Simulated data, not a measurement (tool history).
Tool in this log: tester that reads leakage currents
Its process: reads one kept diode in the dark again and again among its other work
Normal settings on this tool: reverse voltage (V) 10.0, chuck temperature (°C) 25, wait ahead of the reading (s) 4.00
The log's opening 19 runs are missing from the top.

run    hour  reverse voltage (V)  chuck temperature (°C)  wait ahead of the reading (s)  current that the tester gives (pA)
 20  2368.4                  4.1                      25                           0.47                               13.08
     2498.9  -- chuck's temperature calibrated
 21  2498.9                  4.1                      43                           7.05                               45.68
 22  2646.3                  4.1                      43                           7.05                               45.76
 23  2793.2                  4.1                      43                           7.05                               45.72
 24  2871.7                 10.8                      32                           4.00                               30.38
 25  2954.6                  1.0                      49                           0.96                               40.32
 26  3110.9                 16.3                      33                           0.96                               39.15
 27  3217.7                 16.3                      33                           0.96                               38.99
     3316.9  -- chuck's temperature calibrated
 28  3337.4                 16.3                      33                           0.96                               38.92
 29  3508.3                 10.0                      25                           2.07                               17.70
 30  3581.4                  2.6                      25                           4.00                               10.51
 31  3695.2                 15.6                      58                           0.85                              200.88

What will run 32 give?
 32  3798.4                 15.6                      58                           0.85                                   ?

current that the tester gives (pA): 201.31
With no hidden state in the tool, this same run would have given current that the tester gives (pA) 201.36.
